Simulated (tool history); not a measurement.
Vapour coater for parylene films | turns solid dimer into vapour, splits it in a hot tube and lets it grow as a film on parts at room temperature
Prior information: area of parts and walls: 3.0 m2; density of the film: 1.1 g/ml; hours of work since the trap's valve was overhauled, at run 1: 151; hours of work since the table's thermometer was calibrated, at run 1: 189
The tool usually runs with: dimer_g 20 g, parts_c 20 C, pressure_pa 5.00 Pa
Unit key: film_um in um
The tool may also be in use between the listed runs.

run	hour	dimer_g	parts_c	pressure_pa	hours of work since the trap's valve was overhauled	hours of work since the table's thermometer was calibrated	film_um
1	0.0	20	20	5.00	151	189	3.42
2	33.0	20	19	5.00	180	218	3.56
# hour 75.3: trap's valve overhauled
3	108.2	20	19	5.00	29	280	3.55
4	176.6	20	19	5.00	88	339	3.57
5	246.7	20	19	5.00	149	400	3.55
6	284.7	20	19	5.00	183	434	3.56
# hour 325.8: trap's valve overhauled
7	333.8	14	20	5.00	7	473	2.39
8	396.0	20	27	5.00	61	527	2.61
9	435.2	20	27	5.00	95	561	2.62
10	500.7	20	27	5.00	153	618	2.67
11	569.7	20	27	5.00	213	679	2.63
# hour 577.2: trap's valve overhauled
12	619.0	20	20	10.74	36	718	3.20
13	661.5	20	20	5.00	73	755	3.48
14	713.7	20	20	5.00	119	801	3.41
15	746.6	20	20	5.00	148	829	3.46
# hour 762.8: table's thermometer calibrated
16	805.2	15	27	5.00	198	37	1.95
# hour 829.6: trap's valve overhauled
17	880.1	15	27	5.00	44	99	2.00
18	945.1	35	28	11.63	101	155	4.10
19	977.6	26	28	6.97	129	184	3.20
20	1036.4	20	20	11.84	180	235	3.17
# hour 1083.9: trap's valve overhauled
21	1090.0	9	27	4.59	5	278	1.22
22	1152.9	10	12	5.43	60	333	2.30
23	1207.2	10	12	5.43	108	380	2.28
24	1270.4	10	12	5.43	163	436	2.29
25	1302.4	14	28	2.17	190	463	1.91
# hour 1336.5: trap's valve overhauled
26	1377.5	27	20	4.14	36	525	4.66
27	1431.2	17	17	6.71	83	572	3.14
28	1479.7	27	21	2.65	125	615	4.74
29	1533.2	36	24	2.65	171	661	5.63
# hour 1585.1: trap's valve overhauled
30	1601.9	14	24	5.02	15	718	2.07

For each entry between runs, how does the tool's hidden state at the last listed run before it compare with that at the first listed run after it?
In the gap between runs 2 and 3: trap's valve overhauled (hour 75.3)
  vapour lost through the trap's worn valve, %: 0.2 -> 0
In the gap between runs 6 and 7: trap's valve overhauled (hour 325.8)
  vapour lost through the trap's worn valve, %: 0.2 -> 0
In the gap between runs 11 and 12: trap's valve overhauled (hour 577.2)
  vapour lost through the trap's worn valve, %: 0.2 -> 0
In the gap between runs 15 and 16: table's thermometer calibrated (hour 762.8)
  vapour lost through the trap's worn valve, %: 0.1 -> 0.2; true temperature of the parts over the reading, C: -0.03 -> 0
In the gap between runs 16 and 17: trap's valve overhauled (hour 829.6)
  vapour lost through the trap's worn valve, %: 0.2 -> 0
In the gap between runs 20 and 21: trap's valve overhauled (hour 1083.9)
  vapour lost through the trap's worn valve, %: 0.2 -> 0; true temperature of the parts over the reading, C: 0 -> -0.01
In the gap between runs 25 and 26: trap's valve overhauled (hour 1336.5)
  vapour lost through the trap's worn valve, %: 0.2 -> 0
In the gap between runs 29 and 30: trap's valve overhauled (hour 1585.1)
  vapour lost through the trap's worn valve, %: 0.2 -> 0
